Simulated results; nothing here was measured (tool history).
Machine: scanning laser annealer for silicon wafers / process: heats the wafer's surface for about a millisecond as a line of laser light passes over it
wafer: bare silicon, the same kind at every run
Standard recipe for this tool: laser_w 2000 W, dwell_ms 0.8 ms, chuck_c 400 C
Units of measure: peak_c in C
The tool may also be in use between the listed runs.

run	hour	laser_w	dwell_ms	chuck_c	peak_c
1	0	2000	0.8	400	1236
2	20.6	2000	0.8	400	1238
3	52.2	2000	0.8	400	1234
4	75.1	1991	0.8	400	1231
5	101.9	2000	0.8	400	1234
6	119.9	2112	0.8	400	1290
7	148.5	2112	0.8	400	1288
8	173.8	2000	0.8	400	1233
9	206	2000	0.8	400	1233
10	221.9	2000	0.8	393	1227
11	252.8	2000	0.8	393	1229
12	281.2	2000	0.8	393	1226
13	306.4	2000	0.8	400	1234
14	323.7	2000	0.8	400	1235
15	348.5	2113	0.8	400	1292
16	371.2	2113	0.8	400	1289
17	393.5	2113	0.8	400	1291
18	420.4	2113	0.8	400	1287
19	444.2	1734	0.568	429	1005
20	463.8	1790	0.66	370	1025
# hour 469.6: window over the wafer cleaned
21	488.5	2132	0.776	406	1291
22	507.7	2132	0.776	406	1290
23	521.7	1798	0.846	370	1130
24	542.1	1881	0.583	400	1044
25	564.4	1881	0.583	400	1042
26	587.1	1881	0.583	400	1044
27	600.5	2000	0.609	367	1077
28	620	2000	0.755	405	1211
29	640.4	1895	0.982	400	1287
30	656.3	1836	0.771	400	1138
31	669.3	1836	0.771	400	1140
32	700.2	1910	0.8	388	1180
33	715.1	1910	0.8	388	1177
34	745.7	1860	0.8	393	1156

Consider 4 possible next runs. They are alternatives, not a sequence: every one starts from the tool as it was left by run 34. What does each give?
A	776.1	1769	0.865	393	?
B	776.1	2000	0.659	415	?
C	776.1	2000	0.914	384	?
D	776.1	2049	0.779	400	?

run	peak_c
A	1152
B	1158
C	1290
D	1246
With no hidden state in the tool, these same runs would have given:
run	peak_c
A	1153
B	1158
C	1290
D	1246
